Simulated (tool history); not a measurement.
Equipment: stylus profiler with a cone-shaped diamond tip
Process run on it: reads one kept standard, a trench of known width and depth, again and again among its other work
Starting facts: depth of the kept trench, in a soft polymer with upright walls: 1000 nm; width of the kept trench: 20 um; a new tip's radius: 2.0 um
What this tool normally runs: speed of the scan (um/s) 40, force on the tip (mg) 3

run   hour  speed of the scan (um/s)  force on the tip (mg)  depth of the trench (Å)  width of the trench's floor (um)
  1      0                        40                      3                  10115.5                             16.35
  2    8.7                        40                      3                  10113.3                             16.31
  3   24.5                        40                   2.77                  10107.4                             16.24
  4   43.5                        40                      3                  10116.8                             16.33
  5     58                        40                      3                  10112.1                             16.31
  6   73.5                        40                      3                  10117.4                             16.25
  7     89                        15                      3                  10117.8                             16.39
  8  104.6                        15                   4.48                  10150.1                             16.42
  9  115.8                        40                      3                  10115.5                             16.28
     117.2  -- height scale calibrated on a step standard
 10  126.2                        40                      3                    10117                             16.28
 11  145.9                        40                      3                  10121.6                              16.3
 12  164.7                        40                   3.97                  10141.4                             16.26
 13  178.8                        40                   2.05                  10095.6                             16.22
 14  195.3                        18                    3.8                  10136.1                             16.34
 15  208.5                        97                   6.23                    10190                             16.11
 16  220.4                        48                   2.25                  10094.1                             16.21
     223.5  -- height scale calibrated on a step standard, once more
 17    234                        48                   2.25                  10086.9                             16.12
 18  246.1                        49                   1.15                  10053.4                             16.01
 19  264.2                        49                   1.15                  10053.5                             16.05
 20  278.2                        72                   1.65                  10070.2                             15.94
 21  286.6                        79                   2.93                  10107.6                             15.98
 22  298.2                        51                   1.64                  10070.6                              16.1
 23  310.4                        91                   2.04                  10081.2                             15.83

Some steps in depth of the trench (Å), run to run, broken into two amounts with sign: the step expected even without the hidden condition (settings, incoming material, random variation), and the rest, left for the hidden condition together with whatever gauge scatter is not in both the measured and the hidden-condition-free result:
Hidden state present: radius of the tip, um; height scale over the true one, %; drift of the gauge itself on depth_nm, %; drift of the gauge itself on floor_um, %.
Run 9 -> 10: height scale calibrated on a step standard. depth of the trench (Å) +1.5: hidden state +0.7, all else +0.8.
Run 14 -> 15: speed of the scan (um/s) 18 -> 97, force on the tip (mg) 3.8 -> 6.23. depth of the trench (Å) +53.9: hidden state +0.2, all else +53.7.
Run 15 -> 16: speed of the scan (um/s) 97 -> 48, force on the tip (mg) 6.23 -> 2.25. depth of the trench (Å) -95.9: hidden state +0.1, all else -96.
Run 16 -> 17: height scale calibrated on a step standard, once more. depth of the trench (Å) -7.2: hidden state -7.8, all else +0.6.
